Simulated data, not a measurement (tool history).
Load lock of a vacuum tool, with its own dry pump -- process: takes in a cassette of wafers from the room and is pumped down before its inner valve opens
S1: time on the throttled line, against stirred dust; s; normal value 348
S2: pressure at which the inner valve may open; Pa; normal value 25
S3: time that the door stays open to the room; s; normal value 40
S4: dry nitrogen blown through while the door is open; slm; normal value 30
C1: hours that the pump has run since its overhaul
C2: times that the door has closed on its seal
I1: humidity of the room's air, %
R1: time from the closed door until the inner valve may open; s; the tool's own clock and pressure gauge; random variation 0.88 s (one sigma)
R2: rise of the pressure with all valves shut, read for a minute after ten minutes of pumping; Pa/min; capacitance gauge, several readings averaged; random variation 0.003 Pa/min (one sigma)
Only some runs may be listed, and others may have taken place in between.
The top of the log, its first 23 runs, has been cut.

Run 24, hour 5544.4: usual settings but S2 47 Pa; C1 5377; C2 13167; I1 45.6. Result: R1 435.1 s, R2 0.106 Pa/min.
Run 25, hour 5882.9: usual settings but S2 36 Pa; C1 5716; C2 13725; I1 46.6. Result: R1 439.8 s, R2 0.107 Pa/min.
Run 26, hour 6147.3: usual settings but S2 28 Pa, S4 37 slm; C1 5980; C2 14161; I1 43.6. Result: R1 444.2 s, R2 0.11 Pa/min.
Run 27, hour 6380.8: usual settings but S2 28 Pa, S4 37 slm; C1 6214; C2 14546; I1 43.8. Result: R1 445.4 s, R2 0.106 Pa/min.
Run 28, hour 6625.5: usual settings but S1 463 s, S2 28 Pa, S4 37 slm; C1 6458; C2 14950; I1 41.7. Result: R1 550.4 s, R2 0.109 Pa/min.
Run 29, hour 6870.8: usual settings but S3 177 s; C1 6704; C2 15354; I1 44.4. Result: R1 446.8 s, R2 0.151 Pa/min.
Run 30, hour 7148.8: usual settings but S1 335 s, S4 14 slm; C1 6982; C2 15812; I1 43.8. Result: R1 435.2 s, R2 0.135 Pa/min.
Run 31, hour 7312: usual settings but S1 335 s, S2 35 Pa, S3 98 s, S4 14 slm; C1 7145; C2 16081; I1 43.9. Result: R1 431.5 s, R2 0.154 Pa/min.
Run 32, hour 7604.5: usual settings but S1 335 s, S2 35 Pa, S3 98 s, S4 14 slm; C1 7437; C2 16564; I1 45.5. Result: R1 430.9 s, R2 0.164 Pa/min.
Run 33, hour 7843.1: usual settings but S1 232 s, S2 20 Pa, S3 28 s, S4 14 slm; C1 7676; C2 16957; I1 42.3. Result: R1 346 s, R2 0.136 Pa/min.
Run 34, hour 8167: usual settings but S1 268 s, S2 29 Pa, S3 61 s, S4 41 slm; C1 8000; C2 17491; I1 44.7. Result: R1 371.6 s, R2 0.14 Pa/min.
Run 35, hour 8422.3: usual settings but S1 241 s, S2 21 Pa, S3 119 s, S4 20 slm; C1 8255; C2 17912; I1 46.1. Result: R1 353.6 s, R2 0.174 Pa/min.
Run 36, hour 8711.3: usual settings but S1 241 s, S2 21 Pa, S3 119 s, S4 20 slm; C1 8544; C2 18389; I1 42.6. Result: R1 352.5 s, R2 0.177 Pa/min.
Run 37, hour 8853.5: usual settings but S1 513 s, S2 20 Pa, S3 173 s; C1 8686; C2 18623; I1 42.2. Result: R1 602.5 s, R2 0.184 Pa/min.

Each row is a separate what-if for the run after 37, all from the same tool condition, not one after another. Results?
Run A, hour 9113.3: usual settings but S1 513 s, S2 31 Pa, S3 105 s; C1 8946; C2 19052; I1 47.7. Result: R1 ?, R2 ?.
Run B, hour 9113.3: usual settings but S1 315 s, S2 20 Pa, S3 173 s, S4 6 slm; C1 8946; C2 19052; I1 46.7. Result: R1 ?, R2 ?.
Run C, hour 9113.3: usual settings but S1 513 s, S2 20 Pa, S3 63 s; C1 8946; C2 19052; I1 45.5. Result: R1 ?, R2 ?.
Run D, hour 9113.3: usual settings but S1 513 s, S2 20 Pa, S3 216 s; C1 8946; C2 19052; I1 45.7. Result: R1 ?, R2 ?.

run     R1     R2
  A  594.3  0.179
  B  421.5   0.24
  C  600.8  0.166
  D  600.9  0.199
With no hidden state in the tool, these same runs would have given:
run     R1     R2
  A  589.8  0.046
  B  415.6  0.108
  C  595.9  0.033
  D    596  0.067

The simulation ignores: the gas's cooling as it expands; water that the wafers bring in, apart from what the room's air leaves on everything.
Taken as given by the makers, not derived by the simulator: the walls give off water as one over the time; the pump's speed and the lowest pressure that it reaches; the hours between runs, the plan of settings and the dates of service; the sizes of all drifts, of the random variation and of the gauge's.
